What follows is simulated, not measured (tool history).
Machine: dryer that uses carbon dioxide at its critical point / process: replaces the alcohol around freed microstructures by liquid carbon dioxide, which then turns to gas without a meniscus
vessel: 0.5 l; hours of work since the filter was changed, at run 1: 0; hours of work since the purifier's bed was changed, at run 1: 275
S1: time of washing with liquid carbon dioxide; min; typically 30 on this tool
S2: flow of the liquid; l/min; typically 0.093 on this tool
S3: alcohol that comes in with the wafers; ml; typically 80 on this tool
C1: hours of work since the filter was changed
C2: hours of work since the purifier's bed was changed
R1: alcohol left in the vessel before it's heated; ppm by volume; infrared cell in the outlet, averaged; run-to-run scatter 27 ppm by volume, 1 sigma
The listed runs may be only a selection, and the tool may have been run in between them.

run 1 day=0 | S1=30 S2=0.093 S3=80 | C1=0 C2=275 | R1=1869
run 2 day=0.6 | S1=30 S2=0.093 S3=80 | C1=8 C2=283 | R1=1854
run 3 day=1.154 | S1=30 S2=0.0986 S3=80 | C1=16 C2=291 | R1=1502
run 4 day=1.617 | S1=30 S2=0.0986 S3=80 | C1=22 C2=297 | R1=1549
run 5 day=2.062 | S1=30 S2=0.0986 S3=80 | C1=28 C2=303 | R1=1486
run 6 day=2.462 | S1=30 S2=0.0986 S3=80 | C1=33 C2=308 | R1=1525
run 7 day=2.983 | S1=30 S2=0.1372 S3=80 | C1=40 C2=315 | R1=301
run 8 day=3.483 | S1=30 S2=0.1357 S3=80 | C1=47 C2=322 | R1=321
run 9 day=3.8 | S1=30 S2=0.1357 S3=80 | C1=51 C2=326 | R1=312
run 10 day=4.388 | S1=26 S2=0.109 S3=52 | C1=59 C2=334 | R1=1328
run 11 day=4.983 | S1=30 S2=0.093 S3=29 | C1=67 C2=342 | R1=813
run 12 day=5.538 | S1=30 S2=0.093 S3=29 | C1=74 C2=350 | R1=812

Pick out some run-to-run changes in R1. Of each, how much would a tool without hidden state show as well, from the settings, what came in and chance, and how much is left for the hidden state and any gauge scatter not in both results compared?
The tool's hidden condition here consists of: flow that reaches the vessel past the clogged filter, %; alcohol in the recycled carbon dioxide, ppm; drift of the gauge itself on alcohol_ppm, %.
Run 6 -> 7: S2 0.0986 -> 0.1372. R1 -1224 ppm by volume: hidden state -95, all else -1129.
Run 9 -> 10: S1 30 -> 26, S2 0.1357 -> 0.109, S3 80 -> 52. R1 +1016 ppm by volume: hidden state +125, all else +891.

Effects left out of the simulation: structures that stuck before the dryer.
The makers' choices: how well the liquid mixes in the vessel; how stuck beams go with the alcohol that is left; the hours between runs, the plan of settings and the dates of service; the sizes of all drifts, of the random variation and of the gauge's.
